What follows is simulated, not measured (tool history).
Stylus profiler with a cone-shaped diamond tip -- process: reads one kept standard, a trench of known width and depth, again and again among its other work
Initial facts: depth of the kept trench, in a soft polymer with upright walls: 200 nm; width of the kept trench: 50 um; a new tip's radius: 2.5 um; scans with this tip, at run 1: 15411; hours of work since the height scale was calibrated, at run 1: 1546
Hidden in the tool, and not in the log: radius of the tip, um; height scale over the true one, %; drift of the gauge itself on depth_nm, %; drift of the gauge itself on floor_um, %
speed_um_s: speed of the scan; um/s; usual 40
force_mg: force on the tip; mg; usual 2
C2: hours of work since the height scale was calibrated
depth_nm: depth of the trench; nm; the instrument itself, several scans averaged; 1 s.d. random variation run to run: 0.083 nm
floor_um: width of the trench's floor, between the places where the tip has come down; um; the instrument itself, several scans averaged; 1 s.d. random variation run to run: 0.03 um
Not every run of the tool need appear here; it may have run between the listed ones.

{"run": 1, "hour": 0.0, "speed_um_s": 40, "force_mg": 2, "scans with this tip": 15411, "C2": 1546, "depth_nm": 199.97, "floor_um": 47.35}
{"run": 2, "hour": 68.2, "speed_um_s": 61, "force_mg": 2, "scans with this tip": 15955, "C2": 1600, "depth_nm": 199.64, "floor_um": 47.23}
{"run": 3, "hour": 136.4, "speed_um_s": 61, "force_mg": 2, "scans with this tip": 16498, "C2": 1655, "depth_nm": 199.77, "floor_um": 47.22}
{"run": 4, "hour": 199.6, "speed_um_s": 61, "force_mg": 2, "scans with this tip": 17001, "C2": 1705, "depth_nm": 199.75, "floor_um": 47.21}
{"run": 5, "hour": 270.5, "speed_um_s": 48, "force_mg": 2, "scans with this tip": 17566, "C2": 1762, "depth_nm": 199.82, "floor_um": 47.25}
{"run": 6, "hour": 313.5, "speed_um_s": 48, "force_mg": 2, "scans with this tip": 17908, "C2": 1796, "depth_nm": 199.69, "floor_um": 47.24}
{"run": 7, "hour": 351.4, "speed_um_s": 48, "force_mg": 2, "scans with this tip": 18210, "C2": 1826, "depth_nm": 199.55, "floor_um": 47.22}
{"run": 8, "hour": 390.2, "speed_um_s": 48, "force_mg": 2, "scans with this tip": 18519, "C2": 1857, "depth_nm": 199.42, "floor_um": 47.24}
{"run": 9, "hour": 427.3, "speed_um_s": 40, "force_mg": 1.88, "scans with this tip": 18814, "C2": 1887, "depth_nm": 199.46, "floor_um": 47.25}
{"run": 10, "hour": 484.6, "speed_um_s": 40, "force_mg": 2, "scans with this tip": 19270, "C2": 1933, "depth_nm": 199.55, "floor_um": 47.23}
{"run": 11, "hour": 559.9, "speed_um_s": 40, "force_mg": 2, "scans with this tip": 19870, "C2": 1993, "depth_nm": 199.64, "floor_um": 47.23}
{"run": 12, "hour": 611.5, "speed_um_s": 40, "force_mg": 2, "scans with this tip": 20281, "C2": 2034, "depth_nm": 199.38, "floor_um": 47.24}
{"run": 13, "hour": 646.3, "speed_um_s": 40, "force_mg": 2, "scans with this tip": 20558, "C2": 2062, "depth_nm": 199.52, "floor_um": 47.2}
{"run": 14, "hour": 719.3, "speed_um_s": 40, "force_mg": 5.43, "scans with this tip": 21139, "C2": 2120, "depth_nm": 200.32, "floor_um": 47.28}
{"hour": 725.1, "done": "height scale calibrated on a step standard"}
{"run": 15, "hour": 772.3, "speed_um_s": 15, "force_mg": 2, "scans with this tip": 21558, "C2": 38, "depth_nm": 199.22, "floor_um": 47.3}
{"run": 16, "hour": 819.8, "speed_um_s": 15, "force_mg": 2, "scans with this tip": 21936, "C2": 76, "depth_nm": 199.29, "floor_um": 47.32}
{"hour": 865.3, "done": "height scale calibrated on a step standard, once more"}
{"run": 17, "hour": 896.2, "speed_um_s": 15, "force_mg": 2.08, "scans with this tip": 22540, "C2": 25, "depth_nm": 201, "floor_um": 47.27}
{"run": 18, "hour": 963.1, "speed_um_s": 15, "force_mg": 2.08, "scans with this tip": 23073, "C2": 78, "depth_nm": 200.89, "floor_um": 47.31}
{"run": 19, "hour": 1020.4, "speed_um_s": 123, "force_mg": 4.22, "scans with this tip": 23529, "C2": 124, "depth_nm": 201.59, "floor_um": 46.92}
{"run": 20, "hour": 1070.9, "speed_um_s": 40, "force_mg": 2.32, "scans with this tip": 23931, "C2": 164, "depth_nm": 200.93, "floor_um": 47.15}
{"run": 21, "hour": 1110.2, "speed_um_s": 83, "force_mg": 5.69, "scans with this tip": 24244, "C2": 196, "depth_nm": 201.74, "floor_um": 47.07}
{"hour": 1129.0, "done": "new tip fitted, height scale calibrated"}
{"run": 22, "hour": 1155.7, "speed_um_s": 76, "force_mg": 1.42, "scans with this tip": 214, "C2": 21, "depth_nm": 200.69, "floor_um": 47.59}
{"run": 23, "hour": 1207.2, "speed_um_s": 76, "force_mg": 1.42, "scans with this tip": 624, "C2": 63, "depth_nm": 200.8, "floor_um": 47.61}
{"run": 24, "hour": 1241.7, "speed_um_s": 76, "force_mg": 1.42, "scans with this tip": 899, "C2": 90, "depth_nm": 200.62, "floor_um": 47.59}
{"run": 25, "hour": 1312.5, "speed_um_s": 76, "force_mg": 1.42, "scans with this tip": 1462, "C2": 147, "depth_nm": 200.64, "floor_um": 47.57}
{"run": 26, "hour": 1391.5, "speed_um_s": 102, "force_mg": 5.02, "scans with this tip": 2091, "C2": 210, "depth_nm": 201.66, "floor_um": 47.6}
{"run": 27, "hour": 1467.5, "speed_um_s": 109, "force_mg": 2, "scans with this tip": 2696, "C2": 270, "depth_nm": 200.81, "floor_um": 47.43}
{"run": 28, "hour": 1532.4, "speed_um_s": 151, "force_mg": 3.73, "scans with this tip": 3213, "C2": 322, "depth_nm": 201.17, "floor_um": 47.4}
{"run": 29, "hour": 1565.0, "speed_um_s": 67, "force_mg": 2.92, "scans with this tip": 3472, "C2": 348, "depth_nm": 201.03, "floor_um": 47.65}
{"run": 30, "hour": 1637.1, "speed_um_s": 25, "force_mg": 1, "scans with this tip": 4047, "C2": 406, "depth_nm": 200.23, "floor_um": 47.73}
{"run": 31, "hour": 1702.6, "speed_um_s": 25, "force_mg": 1, "scans with this tip": 4568, "C2": 458, "depth_nm": 200.3, "floor_um": 47.7}
{"run": 32, "hour": 1735.2, "speed_um_s": 25, "force_mg": 1, "scans with this tip": 4828, "C2": 484, "depth_nm": 200.33, "floor_um": 47.77}
{"run": 33, "hour": 1806.7, "speed_um_s": 25, "force_mg": 1, "scans with this tip": 5398, "C2": 541, "depth_nm": 200.17, "floor_um": 47.7}
{"run": 34, "hour": 1882.0, "speed_um_s": 12, "force_mg": 1.2, "scans with this tip": 5997, "C2": 601, "depth_nm": 200.28, "floor_um": 47.78}
{"run": 35, "hour": 1918.5, "speed_um_s": 61, "force_mg": 2.42, "scans with this tip": 6287, "C2": 631, "depth_nm": 200.78, "floor_um": 47.57}
{"run": 36, "hour": 1961.9, "speed_um_s": 21, "force_mg": 1.32, "scans with this tip": 6633, "C2": 665, "depth_nm": 200.25, "floor_um": 47.69}

Across each entry between runs, compare the hidden state at the last listed run before it with the hidden state at the first listed run after it:
From run 14 to run 15: height scale calibrated on a step standard (hour 725.1)
  radius of the tip, um: 4.29 -> 4.33; height scale over the true one, %: -0.745 -> -0.844
  measured result minus the result with no hidden state, depth_nm: -1.5 -> -1.7 nm; floor_um: -0.63 -> -0.64 um
From run 16 to run 17: height scale calibrated on a step standard, once more (hour 865.3)
  radius of the tip, um: 4.36 -> 4.41; height scale over the true one, %: -0.858 -> -0.015
  measured result minus the result with no hidden state, depth_nm: -1.72 -> -0.03 nm; floor_um: -0.65 -> -0.66 um
From run 21 to run 22: new tip fitted, height scale calibrated (hour 1129)
  radius of the tip, um: 4.55 -> 2.43; height scale over the true one, %: -0.075 -> 0.012
  measured result minus the result with no hidden state, depth_nm: -0.15 -> +0.03 nm; floor_um: -0.71 -> +0.03 um

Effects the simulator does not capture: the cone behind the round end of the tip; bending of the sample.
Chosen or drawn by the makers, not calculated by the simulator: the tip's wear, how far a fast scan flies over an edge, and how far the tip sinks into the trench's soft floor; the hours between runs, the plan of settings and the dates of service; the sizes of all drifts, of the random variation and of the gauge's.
